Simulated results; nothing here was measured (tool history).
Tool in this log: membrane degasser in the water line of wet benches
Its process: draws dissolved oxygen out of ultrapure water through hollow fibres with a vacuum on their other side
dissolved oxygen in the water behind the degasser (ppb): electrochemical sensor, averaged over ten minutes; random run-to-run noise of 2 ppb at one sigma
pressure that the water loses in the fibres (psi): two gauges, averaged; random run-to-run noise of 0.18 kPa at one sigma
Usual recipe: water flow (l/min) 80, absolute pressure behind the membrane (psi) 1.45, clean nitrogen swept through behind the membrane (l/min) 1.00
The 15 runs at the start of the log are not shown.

run,hour,water flow (l/min),absolute pressure behind the membrane (psi),clean nitrogen swept through behind the membrane (l/min),dissolved oxygen in the water behind the degasser (ppb),pressure that the water loses in the fibres (psi)
16,2871.0,80,1.02,1.00,503.4,5.044
# hour 3089.7: gauge calibrated
17,3089.7,80,1.02,1.00,517.2,5.021
18,3223.7,71,3.10,0.50,2718.8,4.467
19,3363.4,85,0.93,0.41,728.6,5.326
20,3611.5,85,0.93,0.41,726.9,5.287
21,3857.1,57,1.94,0.58,1376.1,3.569
22,4106.4,82,1.83,0.49,1713.3,5.126
23,4344.1,80,3.39,0.46,3193.8,4.998
24,4590.8,119,2.39,2.10,1300.9,7.413
25,4724.0,115,1.45,1.78,806.8,7.155
26,4978.4,115,1.45,1.78,808.5,7.153
27,5219.4,83,2.39,0.74,1861.4,5.204
28,5361.2,106,2.41,0.59,2368.4,6.631
29,5538.8,106,2.41,0.59,2371.8,6.595
30,5757.3,104,2.41,0.42,2694.0,6.508
# hour 5875.9: vacuum gauge calibrated
31,5957.4,104,2.41,0.42,2672.6,6.466
32,6109.5,104,2.41,0.42,2682.0,6.476

Here are 3 independent what-if runs from the current tool condition. What would each one return?
A,6357.7,98,2.41,0.42,?,?
B,6357.7,61,1.45,1.00,?,?
C,6357.7,104,2.41,1.10,?,?

run,dissolved oxygen in the water behind the degasser (ppb),pressure that the water loses in the fibres (psi)
A,2606.8,6.073
B,692.7,3.849
C,1700.9,6.489
Without the tool's hidden state the same runs would have given:
run,dissolved oxygen in the water behind the degasser (ppb),pressure that the water loses in the fibres (psi)
A,2688.9,6.067
B,714.4,3.845
C,1754.2,6.482
